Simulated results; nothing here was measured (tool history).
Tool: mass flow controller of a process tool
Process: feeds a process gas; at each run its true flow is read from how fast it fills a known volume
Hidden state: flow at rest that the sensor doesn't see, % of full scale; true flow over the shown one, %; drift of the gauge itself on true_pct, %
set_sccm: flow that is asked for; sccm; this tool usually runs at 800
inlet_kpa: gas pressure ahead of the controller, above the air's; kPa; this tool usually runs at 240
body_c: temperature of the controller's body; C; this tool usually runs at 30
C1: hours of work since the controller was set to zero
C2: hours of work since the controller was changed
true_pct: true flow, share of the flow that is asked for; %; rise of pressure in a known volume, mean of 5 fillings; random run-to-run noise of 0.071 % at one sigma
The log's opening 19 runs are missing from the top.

Run 20, hour 5406.5: usual settings but set_sccm 983 sccm, inlet_kpa 227 kPa, body_c 25 C; C1 2185; C2 13458. Result: true_pct 101.73 %.
Run 21, hour 5589.1: usual settings but set_sccm 553 sccm, inlet_kpa 227 kPa, body_c 25 C; C1 2308; C2 13581. Result: true_pct 100.35 %.
Run 22, hour 5859.8: usual settings but body_c 32 C; C1 2492; C2 13765. Result: true_pct 102.03 %.
Run 23, hour 6183.7: usual settings but set_sccm 134 sccm; C1 2712; C2 13985. Result: true_pct 96.9 %.
Run 24, hour 6378.9: usual settings but set_sccm 134 sccm, inlet_kpa 227 kPa, body_c 21 C; C1 2844; C2 14117. Result: true_pct 95.77 %.
Run 25, hour 6654.3: usual settings but set_sccm 271 sccm, inlet_kpa 227 kPa, body_c 38 C; C1 3031; C2 14304. Result: true_pct 99.92 %.
At hour 6816.5: controller exchanged for a calibrated one.
Run 26, hour 6857.8: usual settings but set_sccm 106 sccm, inlet_kpa 165 kPa, body_c 25 C; C1 28; C2 28. Result: true_pct 97.73 %.
Run 27, hour 7097.9: usual settings but set_sccm 796 sccm, inlet_kpa 165 kPa, body_c 26 C; C1 191; C2 191. Result: true_pct 99.54 %.
Run 28, hour 7355.1: usual settings but set_sccm 796 sccm, inlet_kpa 165 kPa, body_c 26 C; C1 365; C2 365. Result: true_pct 99.71 %.
Run 29, hour 7557.5: usual settings but set_sccm 136 sccm, inlet_kpa 203 kPa, body_c 38 C; C1 502; C2 502. Result: true_pct 98.64 %.
Run 30, hour 7781.2: usual settings but set_sccm 158 sccm, inlet_kpa 232 kPa, body_c 39 C; C1 654; C2 654. Result: true_pct 98.99 %.

Below are 4 alternative next runs, each starting from the tool's condition after run 30. Predict each:
Run A, hour 8168.5: usual settings but set_sccm 847 sccm, inlet_kpa 229 kPa, body_c 27 C; C1 917; C2 917. Result: true_pct ?.
Run B, hour 8168.5: usual settings but set_sccm 204 sccm, inlet_kpa 206 kPa, body_c 39 C; C1 917; C2 917. Result: true_pct ?.
Run C, hour 8168.5: usual settings but set_sccm 266 sccm, inlet_kpa 232 kPa, body_c 21 C; C1 917; C2 917. Result: true_pct ?.
Run D, hour 8168.5: usual settings but inlet_kpa 215 kPa, body_c 24 C; C1 917; C2 917. Result: true_pct ?.

run  true_pct
  A    100.19
  B     98.88
  C     97.69
  D     99.57
With the hidden condition removed and each run's random variation left untouched, the same runs would have given:
run  true_pct
  A    100.11
  B     99.56
  C     98.14
  D     99.51

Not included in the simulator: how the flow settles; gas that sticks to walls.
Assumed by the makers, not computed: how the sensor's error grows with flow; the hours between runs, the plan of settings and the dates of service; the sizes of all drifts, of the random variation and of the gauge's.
